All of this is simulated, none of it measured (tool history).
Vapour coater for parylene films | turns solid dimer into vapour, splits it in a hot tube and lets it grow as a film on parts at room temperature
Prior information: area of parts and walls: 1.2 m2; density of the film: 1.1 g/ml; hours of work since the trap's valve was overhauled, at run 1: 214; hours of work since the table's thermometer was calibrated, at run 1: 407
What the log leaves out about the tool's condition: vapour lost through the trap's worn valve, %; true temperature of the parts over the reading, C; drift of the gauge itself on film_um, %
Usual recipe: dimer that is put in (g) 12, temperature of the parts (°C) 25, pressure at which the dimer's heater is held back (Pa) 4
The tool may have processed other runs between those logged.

run	hour	dimer that is put in (g)	temperature of the parts (°C)	pressure at which the dimer's heater is held back (Pa)	hours of work since the trap's valve was overhauled	hours of work since the table's thermometer was calibrated	thickness of the film (nm)
1	0	12	25	4	214	407	7060
2	16.5	12	25	4	228	421	7170
3	32.3	12	25	4	242	435	7150
4	50.7	12	25	4	258	451	7110
5	61.4	12	25	4	268	460	7080
6	77.7	12	25	3.02	282	475	7660
7	90.8	12	25	3.02	293	486	7550
8	100.7	12	25	6.85	302	495	6200
9	118.2	12	25	4	317	510	7010
10	129.6	12	25	4	327	520	7020
11	147.3	12	30	4	343	536	6450
12	158.3	12	29	4	353	545	6550
13	171.4	12	25	9.74	364	557	5650
14	188.8	12	25	9.74	379	572	5540
15	197.3	12	25	9.74	387	579	5560
16	210.4	12	25	9.74	398	591	5580
# hour 228.2: trap's valve overhauled
17	228.8	12	25	9.74	1	603	5880
18	237.9	11	18	6	8	611	6880
19	256	6	29	4	24	627	3460
20	266.9	12	33	4	34	637	6490
21	275.1	12	33	4	41	644	6440
22	292.7	10	31	4.94	56	659	5240
23	306.2	10	31	4.94	68	671	5260
24	323.1	9	29	6.91	83	686	4550
25	331.2	6	30	6.61	90	693	2960
26	347.7	14	19	2.23	105	707	10190
27	358.9	9	34	2.23	114	717	5410
28	372.6	9	34	2.23	126	729	5480
29	389.6	9	34	2.23	141	744	5350

What if the next run were any one of these 3? Each begins from the tool's condition after run 29:
A	405.4	9	23	2.52	155	758	?
B	405.4	16	24	4.66	155	758	?
C	405.4	5	34	2.77	155	758	?

run	thickness of the film (nm)
A	6340
B	9400
C	2860
What these runs would have given with no unlogged condition in the tool:
run	thickness of the film (nm)
A	6560
B	9730
C	2960
